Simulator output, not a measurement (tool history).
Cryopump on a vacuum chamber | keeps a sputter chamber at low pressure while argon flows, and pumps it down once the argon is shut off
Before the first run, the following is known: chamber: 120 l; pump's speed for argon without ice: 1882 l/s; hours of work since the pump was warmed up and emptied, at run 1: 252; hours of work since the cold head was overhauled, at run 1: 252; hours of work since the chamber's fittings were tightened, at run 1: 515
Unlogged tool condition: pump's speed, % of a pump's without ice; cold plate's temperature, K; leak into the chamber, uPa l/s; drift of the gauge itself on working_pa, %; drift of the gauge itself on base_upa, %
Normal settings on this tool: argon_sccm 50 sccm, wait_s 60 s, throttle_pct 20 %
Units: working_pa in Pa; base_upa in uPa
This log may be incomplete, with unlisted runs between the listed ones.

run   hour  argon_sccm  wait_s  throttle_pct  hours of work since the pump was warmed up and emptied  hours of work since the cold head was overhauled  hours of work since the chamber's fittings were tightened  working_pa  base_upa
  1    0.0          50      60            20                                                     252                                               252                                                        515      0.2305      2.08
  2   44.9          50      60            20                                                     271                                               271                                                        534      0.2307      2.06
  3   76.0          50      60            20                                                     285                                               285                                                        548      0.2316      2.12
  4  129.0          50     127            20                                                     308                                               308                                                        571      0.2305      1.47
  5  171.5          50      60            20                                                     327                                               327                                                        590      0.2314      2.15
  6  223.1          50      60            20                                                     349                                               349                                                        612      0.2304      2.19
  7  264.5          50      60            20                                                     367                                               367                                                        630      0.2331      2.31
  8  317.4          50      60            20                                                     390                                               390                                                        653      0.2352      2.24
  9  351.3          35      66            49                                                     405                                               405                                                        668      0.0714      2.09
 10  406.7          35      66            49                                                     429                                               429                                                        692      0.0704      2.13
 11  442.1          35     161            21                                                     445                                               445                                                        708      0.1556      1.48
 12  472.3          59     161            32                                                     458                                               458                                                        721      0.1771      1.52
 13  501.1          59     161            32                                                     471                                               471                                                        733      0.1784      1.58
 14  523.9          74      36            22                                                     481                                               481                                                        743      0.3166      3.27
 15  561.6          74      36            22                                                     497                                               497                                                        760      0.3186      3.35

Below are 4 alternative next runs, each starting from the tool's condition after run 15. Predict each:
  A  611.6          74      58            18                                                     519                                               519                                                        782           ?         ?
  B  611.6          26      60            18                                                     519                                               519                                                        782           ?         ?
  C  611.6          74      21            22                                                     519                                               519                                                        782           ?         ?
  D  611.6          25     120            42                                                     519                                               519                                                        782           ?         ?

run  working_pa  base_upa
  A      0.3863      2.55
  B      0.1347      2.51
  C      0.3189      4.92
  D      0.0602      1.84
With no hidden state in the tool, these same runs would have given:
run  working_pa  base_upa
  A      0.3687      1.55
  B      0.1286      1.50
  C      0.3014      3.94
  D      0.0542      0.84
